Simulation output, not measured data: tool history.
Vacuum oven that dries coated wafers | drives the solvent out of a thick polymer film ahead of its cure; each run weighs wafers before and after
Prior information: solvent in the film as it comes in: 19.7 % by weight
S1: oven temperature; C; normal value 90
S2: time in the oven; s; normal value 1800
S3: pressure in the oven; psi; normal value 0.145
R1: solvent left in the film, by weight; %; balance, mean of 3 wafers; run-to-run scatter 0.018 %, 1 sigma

Run 1, hour 0.0: usual settings. Result: R1 1.28 %.
Run 2, hour 12.9: usual settings. Result: R1 1.27 %.
Run 3, hour 22.4: usual settings but S2 1620 s. Result: R1 1.55 %.
Run 4, hour 31.3: usual settings but S2 1620 s. Result: R1 1.57 %.
Run 5, hour 37.9: usual settings but S2 1320 s. Result: R1 2.25 %.
Run 6, hour 49.1: usual settings but S2 1380 s. Result: R1 2.07 %.
Run 7, hour 61.7: usual settings. Result: R1 1.30 %.
Run 8, hour 71.1: usual settings. Result: R1 1.29 %.
Run 9, hour 79.6: usual settings. Result: R1 1.28 %.
Run 10, hour 90.3: usual settings. Result: R1 1.26 %.
Run 11, hour 97.8: usual settings. Result: R1 1.30 %.
Run 12, hour 108.4: usual settings. Result: R1 1.29 %.
Run 13, hour 116.2: usual settings but S3 0.458 psi. Result: R1 2.31 %.
Run 14, hour 124.8: usual settings but S3 0.458 psi. Result: R1 2.27 %.
Run 15, hour 138.8: usual settings. Result: R1 1.22 %.
Run 16, hour 150.0: usual settings. Result: R1 1.25 %.
Run 17, hour 162.5: usual settings. Result: R1 1.29 %.
Run 18, hour 173.9: usual settings but S1 78 C, S2 3180 s. Result: R1 1.31 %.
Run 19, hour 180.4: usual settings but S2 2220 s, S3 0.090 psi. Result: R1 0.70 %.
Run 20, hour 191.9: usual settings but S1 80 C. Result: R1 2.98 %.
Run 21, hour 199.9: usual settings but S1 101 C, S2 2280 s, S3 0.338 psi. Result: R1 0.85 %.
Run 22, hour 206.2: usual settings but S1 101 C, S2 2280 s, S3 0.338 psi. Result: R1 0.83 %.
Run 23, hour 212.8: usual settings but S1 89 C, S2 2280 s, S3 0.338 psi. Result: R1 1.66 %.
Run 24, hour 223.8: usual settings but S1 103 C, S3 0.177 psi. Result: R1 0.55 %.
Run 25, hour 238.0: usual settings but S1 85 C, S2 1140 s, S3 0.177 psi. Result: R1 4.16 %.
Run 26, hour 248.3: usual settings but S2 1020 s, S3 0.268 psi. Result: R1 3.91 %.
Run 27, hour 260.0: usual settings but S2 1080 s. Result: R1 3.27 %.
Run 28, hour 266.7: usual settings but S2 1080 s. Result: R1 3.25 %.
Run 29, hour 274.0: usual settings but S1 101 C, S2 1680 s. Result: R1 0.61 %.
Run 30, hour 282.0: usual settings but S1 92 C, S2 1560 s, S3 0.397 psi. Result: R1 2.25 %.
Run 31, hour 295.9: usual settings but S1 92 C, S2 1560 s, S3 0.397 psi. Result: R1 2.29 %.
Run 32, hour 309.0: usual settings but S1 105 C. Result: R1 0.38 %.
Run 33, hour 322.8: usual settings but S1 105 C. Result: R1 0.40 %.

Not shown here: 2 entries made in the log between runs. Locate each between two listed runs and compare the hidden state at the listed run before it with the hidden state at the listed run after it:
In the gap between runs 14 and 15: oven's thermocouples calibrated (hour 127.8)
  true wafer temperature over the reading, C: 0.61 -> 0.96; true pressure over the reading, kPa: 0.027 -> 0.029
  difference, measured minus the result without the unlogged condition, R1: -0.07 -> -0.09 %
In the gap between runs 19 and 20: oven's thermocouples calibrated, once more (hour 190.3)
  true wafer temperature over the reading, C: 0.98 -> -0.19; true pressure over the reading, kPa: 0.036 -> 0.038
  difference, measured minus the result without the unlogged condition, R1: -0.04 -> +0.06 %

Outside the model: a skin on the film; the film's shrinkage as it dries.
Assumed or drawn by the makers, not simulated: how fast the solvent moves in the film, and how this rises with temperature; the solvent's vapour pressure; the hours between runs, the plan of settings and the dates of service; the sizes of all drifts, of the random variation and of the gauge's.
